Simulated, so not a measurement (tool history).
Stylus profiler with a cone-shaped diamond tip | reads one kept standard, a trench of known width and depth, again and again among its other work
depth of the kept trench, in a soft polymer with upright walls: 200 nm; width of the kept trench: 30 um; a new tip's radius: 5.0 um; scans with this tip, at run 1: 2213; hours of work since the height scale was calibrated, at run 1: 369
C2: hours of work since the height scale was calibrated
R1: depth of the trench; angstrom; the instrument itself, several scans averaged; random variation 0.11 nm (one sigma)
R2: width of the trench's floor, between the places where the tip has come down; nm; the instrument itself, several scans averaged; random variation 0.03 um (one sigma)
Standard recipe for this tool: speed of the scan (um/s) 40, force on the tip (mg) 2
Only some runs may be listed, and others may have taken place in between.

run 1 day=0 | speed_of_the_scan_(um/s)=40 force_on_the_tip_(mg)=2 | scans_with_this_tip=2213 C2=369 | R1=2025.8 R2=26940
run 2 day=3.521 | speed_of_the_scan_(um/s)=40 force_on_the_tip_(mg)=2 | scans_with_this_tip=2524 C2=421 | R1=2026.7 R2=26990
run 3 day=6.479 | speed_of_the_scan_(um/s)=40 force_on_the_tip_(mg)=2 | scans_with_this_tip=2784 C2=464 | R1=2023.9 R2=26920
-- day=6.75 height scale calibrated on a step standard
run 4 day=9.246 | speed_of_the_scan_(um/s)=40 force_on_the_tip_(mg)=1.73 | scans_with_this_tip=3027 C2=37 | R1=2019.2 R2=26850
run 5 day=12.312 | speed_of_the_scan_(um/s)=40 force_on_the_tip_(mg)=1.73 | scans_with_this_tip=3297 C2=82 | R1=2017.8 R2=26840
run 6 day=14.217 | speed_of_the_scan_(um/s)=40 force_on_the_tip_(mg)=1.73 | scans_with_this_tip=3465 C2=110 | R1=2021.9 R2=26870
run 7 day=16.312 | speed_of_the_scan_(um/s)=40 force_on_the_tip_(mg)=1.23 | scans_with_this_tip=3650 C2=141 | R1=2014.7 R2=26890
run 8 day=19.225 | speed_of_the_scan_(um/s)=149 force_on_the_tip_(mg)=5.37 | scans_with_this_tip=3907 C2=183 | R1=2048.6 R2=26690

Expected results for the next run?
run 9 day=22.25 | speed_of_the_scan_(um/s)=40 force_on_the_tip_(mg)=2.93 | scans_with_this_tip=4173 C2=228 | R1=? R2=?

Logged for run 9: R1 2027.7 angstrom, R2 26900 nm.
If the tool had no hidden condition, the same run with the same run-to-run variation would have returned R1 2033.5 angstrom, R2 27000 nm.
